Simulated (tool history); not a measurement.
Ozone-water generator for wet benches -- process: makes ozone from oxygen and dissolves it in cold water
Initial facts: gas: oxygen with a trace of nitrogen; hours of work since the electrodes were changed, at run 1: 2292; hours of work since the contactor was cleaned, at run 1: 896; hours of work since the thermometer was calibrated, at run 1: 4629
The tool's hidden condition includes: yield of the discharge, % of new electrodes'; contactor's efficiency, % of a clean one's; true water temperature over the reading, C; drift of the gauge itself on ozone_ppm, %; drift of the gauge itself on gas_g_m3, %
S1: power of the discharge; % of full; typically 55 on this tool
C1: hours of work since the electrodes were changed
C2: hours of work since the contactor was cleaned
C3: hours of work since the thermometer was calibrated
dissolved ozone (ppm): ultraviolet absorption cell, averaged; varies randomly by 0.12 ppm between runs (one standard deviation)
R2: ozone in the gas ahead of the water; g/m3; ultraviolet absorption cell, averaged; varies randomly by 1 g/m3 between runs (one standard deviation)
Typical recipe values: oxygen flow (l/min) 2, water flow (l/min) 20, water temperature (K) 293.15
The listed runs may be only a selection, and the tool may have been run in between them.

run 1 day=0 | S1=55 oxygen_flow_(l/min)=2 water_flow_(l/min)=20 water_temperature_(K)=293.15 | C1=2292 C2=896 C3=4629 | dissolved_ozone_(ppm)=10.4 R2=172.2
run 2 day=2.608 | S1=55 oxygen_flow_(l/min)=2 water_flow_(l/min)=20 water_temperature_(K)=293.15 | C1=2346 C2=950 C3=4683 | dissolved_ozone_(ppm)=10.3 R2=170
run 3 day=5.142 | S1=55 oxygen_flow_(l/min)=2 water_flow_(l/min)=20 water_temperature_(K)=293.15 | C1=2398 C2=1002 C3=4735 | dissolved_ozone_(ppm)=10.6 R2=170.1
run 4 day=6.492 | S1=55 oxygen_flow_(l/min)=2 water_flow_(l/min)=20 water_temperature_(K)=294.15 | C1=2426 C2=1030 C3=4763 | dissolved_ozone_(ppm)=10.4 R2=168.9
run 5 day=8.229 | S1=55 oxygen_flow_(l/min)=2 water_flow_(l/min)=20 water_temperature_(K)=294.15 | C1=2462 C2=1066 C3=4799 | dissolved_ozone_(ppm)=10.2 R2=170
run 6 day=9.588 | S1=55 oxygen_flow_(l/min)=2 water_flow_(l/min)=13 water_temperature_(K)=293.15 | C1=2490 C2=1094 C3=4827 | dissolved_ozone_(ppm)=15.4 R2=168.8
run 7 day=11.604 | S1=55 oxygen_flow_(l/min)=2 water_flow_(l/min)=13 water_temperature_(K)=293.15 | C1=2532 C2=1135 C3=4868 | dissolved_ozone_(ppm)=15.8 R2=168.8
run 8 day=13.654 | S1=89 oxygen_flow_(l/min)=2 water_flow_(l/min)=20 water_temperature_(K)=293.15 | C1=2574 C2=1178 C3=4911 | dissolved_ozone_(ppm)=15.1 R2=247.4
run 9 day=15.846 | S1=55 oxygen_flow_(l/min)=2 water_flow_(l/min)=20 water_temperature_(K)=293.15 | C1=2619 C2=1223 C3=4956 | dissolved_ozone_(ppm)=10.4 R2=168.8
run 10 day=18.129 | S1=55 oxygen_flow_(l/min)=2 water_flow_(l/min)=20 water_temperature_(K)=293.15 | C1=2666 C2=1270 C3=5003 | dissolved_ozone_(ppm)=10.3 R2=168.9
run 11 day=19.504 | S1=55 oxygen_flow_(l/min)=2 water_flow_(l/min)=20 water_temperature_(K)=293.15 | C1=2695 C2=1298 C3=5031 | dissolved_ozone_(ppm)=10.4 R2=168.2
run 12 day=20.9 | S1=55 oxygen_flow_(l/min)=2 water_flow_(l/min)=20 water_temperature_(K)=293.15 | C1=2723 C2=1327 C3=5060 | dissolved_ozone_(ppm)=10.1 R2=168
run 13 day=23.075 | S1=55 oxygen_flow_(l/min)=2 water_flow_(l/min)=20 water_temperature_(K)=293.15 | C1=2768 C2=1372 C3=5105 | dissolved_ozone_(ppm)=10.3 R2=169.2
run 14 day=26.104 | S1=55 oxygen_flow_(l/min)=2 water_flow_(l/min)=20 water_temperature_(K)=293.15 | C1=2831 C2=1435 C3=5168 | dissolved_ozone_(ppm)=10.5 R2=165.6
run 15 day=27.938 | S1=55 oxygen_flow_(l/min)=2 water_flow_(l/min)=20 water_temperature_(K)=294.15 | C1=2869 C2=1472 C3=5205 | dissolved_ozone_(ppm)=10.1 R2=168.8
run 16 day=30.375 | S1=55 oxygen_flow_(l/min)=2 water_flow_(l/min)=20 water_temperature_(K)=294.15 | C1=2919 C2=1523 C3=5256 | dissolved_ozone_(ppm)=10.2 R2=168.2
run 17 day=32.717 | S1=55 oxygen_flow_(l/min)=2 water_flow_(l/min)=20 water_temperature_(K)=294.15 | C1=2967 C2=1571 C3=5304 | dissolved_ozone_(ppm)=10.1 R2=165.7
run 18 day=34.288 | S1=55 oxygen_flow_(l/min)=2 water_flow_(l/min)=20 water_temperature_(K)=294.15 | C1=3000 C2=1603 C3=5336 | dissolved_ozone_(ppm)=10.2 R2=166.4
run 19 day=36.225 | S1=55 oxygen_flow_(l/min)=2 water_flow_(l/min)=20 water_temperature_(K)=294.15 | C1=3040 C2=1643 C3=5376 | dissolved_ozone_(ppm)=10 R2=166
run 20 day=38.167 | S1=55 oxygen_flow_(l/min)=2 water_flow_(l/min)=20 water_temperature_(K)=294.15 | C1=3080 C2=1684 C3=5416 | dissolved_ozone_(ppm)=10.1 R2=167.5
run 21 day=40.783 | S1=55 oxygen_flow_(l/min)=2 water_flow_(l/min)=20 water_temperature_(K)=294.15 | C1=3134 C2=1737 C3=5470 | dissolved_ozone_(ppm)=10.1 R2=165.8
run 22 day=42.846 | S1=91 oxygen_flow_(l/min)=2 water_flow_(l/min)=24 water_temperature_(K)=288.15 | C1=3176 C2=1780 C3=5513 | dissolved_ozone_(ppm)=12.8 R2=242.7
run 23 day=45.329 | S1=98 oxygen_flow_(l/min)=2.04 water_flow_(l/min)=13 water_temperature_(K)=293.15 | C1=3228 C2=1831 C3=5564 | dissolved_ozone_(ppm)=23.4 R2=253.5
run 24 day=47.679 | S1=55 oxygen_flow_(l/min)=1.72 water_flow_(l/min)=15 water_temperature_(K)=296.15 | C1=3276 C2=1880 C3=5613 | dissolved_ozone_(ppm)=12.4 R2=174.3
run 25 day=49.446 | S1=55 oxygen_flow_(l/min)=1.72 water_flow_(l/min)=15 water_temperature_(K)=296.15 | C1=3312 C2=1916 C3=5649 | dissolved_ozone_(ppm)=12.5 R2=174
run 26 day=52.529 | S1=55 oxygen_flow_(l/min)=1.72 water_flow_(l/min)=15 water_temperature_(K)=296.15 | C1=3376 C2=1980 C3=5713 | dissolved_ozone_(ppm)=12.3 R2=175.4
-- day=53.154 water thermometer calibrated
run 27 day=54.246 | S1=57 oxygen_flow_(l/min)=2 water_flow_(l/min)=20 water_temperature_(K)=293.15 | C1=3411 C2=2015 C3=22 | dissolved_ozone_(ppm)=10.4 R2=170.7

A few steps of dissolved ozone (ppm) between consecutive runs. Split each: what settings, incoming material and random variation would produce without the hidden state, and what is left over for the hidden state, along with gauge scatter present in only one of the two compared results (measured, and without hidden state):
Run 22 -> 23: S1 91 -> 98, oxygen flow (l/min) 2 -> 2.04, water flow (l/min) 24 -> 13, water temperature (K) 288.15 -> 293.15. dissolved ozone (ppm) +10.6: hidden state -2.2, all else +12.8.
Run 23 -> 24: S1 98 -> 55, oxygen flow (l/min) 2.04 -> 1.72, water flow (l/min) 13 -> 15, water temperature (K) 293.15 -> 296.15. dissolved ozone (ppm) -11: hidden state +2.9, all else -13.9.

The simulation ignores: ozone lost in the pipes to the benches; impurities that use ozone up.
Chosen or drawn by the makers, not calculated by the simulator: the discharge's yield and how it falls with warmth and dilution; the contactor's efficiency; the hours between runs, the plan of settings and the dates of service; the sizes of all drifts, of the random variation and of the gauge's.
